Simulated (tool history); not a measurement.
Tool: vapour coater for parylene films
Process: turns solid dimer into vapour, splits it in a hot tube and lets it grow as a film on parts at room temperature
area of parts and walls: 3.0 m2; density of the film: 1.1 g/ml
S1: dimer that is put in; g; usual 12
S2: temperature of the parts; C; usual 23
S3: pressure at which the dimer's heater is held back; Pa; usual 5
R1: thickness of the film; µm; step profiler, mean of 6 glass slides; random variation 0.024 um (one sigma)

{"run": 1, "hour": 0.0, "S1": 12, "S2": 23, "S3": 5, "R1": 2.42}
{"run": 2, "hour": 74.5, "S1": 12, "S2": 23, "S3": 5, "R1": 2.45}
{"run": 3, "hour": 142.3, "S1": 12, "S2": 23, "S3": 5, "R1": 2.44}
{"run": 4, "hour": 181.1, "S1": 12, "S2": 23, "S3": 5, "R1": 2.45}
{"run": 5, "hour": 248.2, "S1": 12, "S2": 23, "S3": 5, "R1": 2.45}
{"run": 6, "hour": 291.8, "S1": 12, "S2": 23, "S3": 5, "R1": 2.44}
{"run": 7, "hour": 366.5, "S1": 12, "S2": 23, "S3": 5, "R1": 2.45}
{"run": 8, "hour": 406.4, "S1": 12, "S2": 23, "S3": 5, "R1": 2.43}
{"run": 9, "hour": 462.9, "S1": 12, "S2": 23, "S3": 5, "R1": 2.48}
{"run": 10, "hour": 499.4, "S1": 12, "S2": 23, "S3": 5, "R1": 2.45}
{"run": 11, "hour": 578.9, "S1": 12, "S2": 28, "S3": 5, "R1": 2.23}
{"run": 12, "hour": 628.8, "S1": 12, "S2": 23, "S3": 5, "R1": 2.48}
{"run": 13, "hour": 673.2, "S1": 12, "S2": 23, "S3": 5, "R1": 2.46}
{"run": 14, "hour": 717.5, "S1": 12, "S2": 23, "S3": 5, "R1": 2.46}
{"run": 15, "hour": 799.9, "S1": 12, "S2": 23, "S3": 5, "R1": 2.45}
{"run": 16, "hour": 833.3, "S1": 12, "S2": 23, "S3": 5, "R1": 2.46}
{"run": 17, "hour": 871.1, "S1": 12, "S2": 23, "S3": 5, "R1": 2.48}
{"run": 18, "hour": 947.0, "S1": 12, "S2": 23, "S3": 5, "R1": 2.46}
{"hour": 986.4, "done": "trap's valve overhauled"}
{"run": 19, "hour": 1018.7, "S1": 12, "S2": 23, "S3": 5, "R1": 2.42}
{"run": 20, "hour": 1066.8, "S1": 12, "S2": 23, "S3": 5, "R1": 2.48}
{"run": 21, "hour": 1148.5, "S1": 12, "S2": 23, "S3": 5, "R1": 2.45}
{"run": 22, "hour": 1209.9, "S1": 12, "S2": 23, "S3": 5, "R1": 2.48}
{"run": 23, "hour": 1254.1, "S1": 12, "S2": 23, "S3": 5, "R1": 2.44}
{"run": 24, "hour": 1320.2, "S1": 12, "S2": 23, "S3": 5, "R1": 2.45}
{"run": 25, "hour": 1396.5, "S1": 5, "S2": 23, "S3": 8.88, "R1": 0.92}
{"run": 26, "hour": 1465.7, "S1": 7, "S2": 19, "S3": 10.47, "R1": 1.39}
{"run": 27, "hour": 1536.2, "S1": 18, "S2": 23, "S3": 5, "R1": 3.66}
{"run": 28, "hour": 1600.8, "S1": 18, "S2": 23, "S3": 5, "R1": 3.7}
{"run": 29, "hour": 1677.6, "S1": 18, "S2": 23, "S3": 5, "R1": 3.64}
{"run": 30, "hour": 1718.4, "S1": 7, "S2": 23, "S3": 2.08, "R1": 1.66}
{"run": 31, "hour": 1791.7, "S1": 12, "S2": 29, "S3": 2.86, "R1": 2.34}
{"run": 32, "hour": 1851.3, "S1": 5, "S2": 17, "S3": 2.31, "R1": 1.3}
{"run": 33, "hour": 1892.9, "S1": 16, "S2": 16, "S3": 7.95, "R1": 3.48}
{"run": 34, "hour": 1956.6, "S1": 12, "S2": 23, "S3": 5.71, "R1": 2.43}

Run 35 comes next. What will it give?
{"run": 35, "hour": 2017.9, "S1": 12, "S2": 31, "S3": 5, "R1": "?"}

R1: 2.08 µm
Without the tool's hidden state the same run would have given R1 2.08 µm.
